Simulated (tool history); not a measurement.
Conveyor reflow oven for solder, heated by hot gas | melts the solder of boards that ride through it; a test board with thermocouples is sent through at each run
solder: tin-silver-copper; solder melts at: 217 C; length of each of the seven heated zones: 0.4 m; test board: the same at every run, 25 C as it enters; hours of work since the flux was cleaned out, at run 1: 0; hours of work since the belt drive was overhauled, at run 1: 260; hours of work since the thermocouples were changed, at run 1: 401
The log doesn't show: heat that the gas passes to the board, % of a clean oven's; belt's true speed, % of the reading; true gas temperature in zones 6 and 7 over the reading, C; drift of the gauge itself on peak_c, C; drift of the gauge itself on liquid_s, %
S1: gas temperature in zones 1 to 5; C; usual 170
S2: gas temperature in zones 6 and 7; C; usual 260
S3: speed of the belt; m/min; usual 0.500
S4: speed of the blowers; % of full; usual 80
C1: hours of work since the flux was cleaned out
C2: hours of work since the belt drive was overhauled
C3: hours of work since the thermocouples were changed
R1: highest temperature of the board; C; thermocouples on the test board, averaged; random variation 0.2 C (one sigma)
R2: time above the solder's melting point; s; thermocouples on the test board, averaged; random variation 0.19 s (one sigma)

{"run": 1, "hour": 0.0, "S1": 170, "S2": 260, "S3": 0.5, "S4": 80, "C1": 0, "C2": 260, "C3": 401, "R1": 248.6, "R2": 69.8}
{"run": 2, "hour": 19.9, "S1": 170, "S2": 260, "S3": 0.5, "S4": 80, "C1": 13, "C2": 273, "C3": 414, "R1": 248.8, "R2": 69.6}
{"run": 3, "hour": 40.8, "S1": 170, "S2": 260, "S3": 0.5, "S4": 80, "C1": 26, "C2": 286, "C3": 427, "R1": 248.8, "R2": 69.5}
{"run": 4, "hour": 63.1, "S1": 170, "S2": 258, "S3": 0.5, "S4": 80, "C1": 41, "C2": 301, "C3": 442, "R1": 246.9, "R2": 67.8}
{"run": 5, "hour": 85.5, "S1": 167, "S2": 260, "S3": 0.5, "S4": 80, "C1": 55, "C2": 315, "C3": 456, "R1": 248.1, "R2": 67.7}
{"run": 6, "hour": 103.7, "S1": 167, "S2": 260, "S3": 0.5, "S4": 80, "C1": 67, "C2": 327, "C3": 468, "R1": 248.1, "R2": 67.6}
{"run": 7, "hour": 121.1, "S1": 167, "S2": 260, "S3": 0.5, "S4": 58, "C1": 78, "C2": 338, "C3": 479, "R1": 243.7, "R2": 61.4}
{"run": 8, "hour": 139.8, "S1": 167, "S2": 260, "S3": 0.5, "S4": 58, "C1": 90, "C2": 350, "C3": 491, "R1": 243.6, "R2": 60.8}
{"run": 9, "hour": 166.7, "S1": 167, "S2": 260, "S3": 0.5, "S4": 58, "C1": 108, "C2": 368, "C3": 509, "R1": 243.7, "R2": 61.2}
{"run": 10, "hour": 185.1, "S1": 167, "S2": 260, "S3": 0.5, "S4": 58, "C1": 120, "C2": 380, "C3": 521, "R1": 243.9, "R2": 60.8}
{"run": 11, "hour": 199.8, "S1": 167, "S2": 260, "S3": 0.5, "S4": 58, "C1": 129, "C2": 389, "C3": 530, "R1": 244.0, "R2": 61.3}
{"run": 12, "hour": 211.2, "S1": 157, "S2": 260, "S3": 0.5, "S4": 58, "C1": 136, "C2": 396, "C3": 537, "R1": 241.5, "R2": 54.6}
{"run": 13, "hour": 226.2, "S1": 157, "S2": 260, "S3": 0.5, "S4": 58, "C1": 146, "C2": 406, "C3": 547, "R1": 241.9, "R2": 54.7}
{"run": 14, "hour": 243.1, "S1": 157, "S2": 260, "S3": 0.5, "S4": 58, "C1": 157, "C2": 417, "C3": 558, "R1": 242.0, "R2": 54.7}
{"hour": 255.6, "done": "thermocouples of zones 6 and 7 changed"}
{"run": 15, "hour": 256.9, "S1": 157, "S2": 260, "S3": 0.5, "S4": 58, "C1": 165, "C2": 425, "C3": 1, "R1": 242.9, "R2": 55.5}
{"run": 16, "hour": 272.3, "S1": 180, "S2": 260, "S3": 0.577, "S4": 51, "C1": 175, "C2": 435, "C3": 11, "R1": 240.5, "R2": 51.8}
{"run": 17, "hour": 294.3, "S1": 180, "S2": 260, "S3": 0.577, "S4": 51, "C1": 189, "C2": 449, "C3": 25, "R1": 240.5, "R2": 52.0}
{"hour": 300.5, "done": "belt drive overhauled, speed set with a stopwatch"}
{"run": 18, "hour": 312.0, "S1": 156, "S2": 260, "S3": 0.572, "S4": 80, "C1": 198, "C2": 7, "C3": 34, "R1": 243.3, "R2": 49.1}
{"run": 19, "hour": 332.9, "S1": 180, "S2": 264, "S3": 0.422, "S4": 90, "C1": 211, "C2": 21, "C3": 47, "R1": 257.9, "R2": 98.7}
{"run": 20, "hour": 356.8, "S1": 180, "S2": 264, "S3": 0.422, "S4": 90, "C1": 227, "C2": 36, "C3": 63, "R1": 257.7, "R2": 98.4}
{"run": 21, "hour": 374.0, "S1": 164, "S2": 271, "S3": 0.435, "S4": 59, "C1": 238, "C2": 47, "C3": 74, "R1": 258.0, "R2": 85.7}
{"run": 22, "hour": 390.6, "S1": 170, "S2": 248, "S3": 0.5, "S4": 86, "C1": 248, "C2": 58, "C3": 85, "R1": 238.8, "R2": 59.1}
{"run": 23, "hour": 408.6, "S1": 170, "S2": 248, "S3": 0.5, "S4": 86, "C1": 260, "C2": 70, "C3": 96, "R1": 239.0, "R2": 59.2}
{"run": 24, "hour": 421.7, "S1": 170, "S2": 248, "S3": 0.5, "S4": 86, "C1": 268, "C2": 78, "C3": 105, "R1": 238.5, "R2": 59.2}
{"run": 25, "hour": 438.8, "S1": 170, "S2": 248, "S3": 0.5, "S4": 86, "C1": 279, "C2": 89, "C3": 116, "R1": 238.0, "R2": 59.1}
{"hour": 448.5, "done": "belt drive overhauled, speed set with a stopwatch, once more"}
{"run": 26, "hour": 454.3, "S1": 170, "S2": 248, "S3": 0.5, "S4": 86, "C1": 287, "C2": 4, "C3": 123, "R1": 238.1, "R2": 58.5}
{"run": 27, "hour": 478.4, "S1": 170, "S2": 248, "S3": 0.5, "S4": 86, "C1": 302, "C2": 19, "C3": 139, "R1": 238.4, "R2": 58.0}
{"run": 28, "hour": 491.9, "S1": 170, "S2": 265, "S3": 0.5, "S4": 70, "C1": 311, "C2": 28, "C3": 147, "R1": 251.1, "R2": 70.1}
{"run": 29, "hour": 504.2, "S1": 170, "S2": 265, "S3": 0.5, "S4": 70, "C1": 319, "C2": 36, "C3": 155, "R1": 251.1, "R2": 70.1}
{"hour": 517.1, "done": "flux residue cleaned out of gas plates and filters"}
{"run": 30, "hour": 531.5, "S1": 162, "S2": 255, "S3": 0.5, "S4": 80, "C1": 9, "C2": 50, "C3": 170, "R1": 243.1, "R2": 60.5}

Forecast each of these 5 alternatives for the next run:
{"run": "A", "hour": 550.7, "S1": 157, "S2": 255, "S3": 0.481, "S4": 80, "C1": 22, "C2": 63, "C3": 182, "R1": "?", "R2": "?"}
{"run": "B", "hour": 550.7, "S1": 162, "S2": 255, "S3": 0.585, "S4": 51, "C1": 22, "C2": 63, "C3": 182, "R1": "?", "R2": "?"}
{"run": "C", "hour": 550.7, "S1": 172, "S2": 260, "S3": 0.444, "S4": 80, "C1": 22, "C2": 63, "C3": 182, "R1": "?", "R2": "?"}
{"run": "D", "hour": 550.7, "S1": 170, "S2": 275, "S3": 0.443, "S4": 80, "C1": 22, "C2": 63, "C3": 182, "R1": "?", "R2": "?"}
{"run": "E", "hour": 550.7, "S1": 173, "S2": 255, "S3": 0.46, "S4": 88, "C1": 22, "C2": 63, "C3": 182, "R1": "?", "R2": "?"}

run=A R1=243.8 R2=62.4
run=B R1=231.4 R2=32.0
run=C R1=251.1 R2=83.6
run=D R1=265.6 R2=92.8
run=E R1=247.0 R2=76.9
Without the tool's hidden state the same runs would have given:
run=A R1=244.5 R2=63.2
run=B R1=232.1 R2=33.0
run=C R1=251.8 R2=84.2
run=D R1=266.2 R2=93.2
run=E R1=247.7 R2=77.5

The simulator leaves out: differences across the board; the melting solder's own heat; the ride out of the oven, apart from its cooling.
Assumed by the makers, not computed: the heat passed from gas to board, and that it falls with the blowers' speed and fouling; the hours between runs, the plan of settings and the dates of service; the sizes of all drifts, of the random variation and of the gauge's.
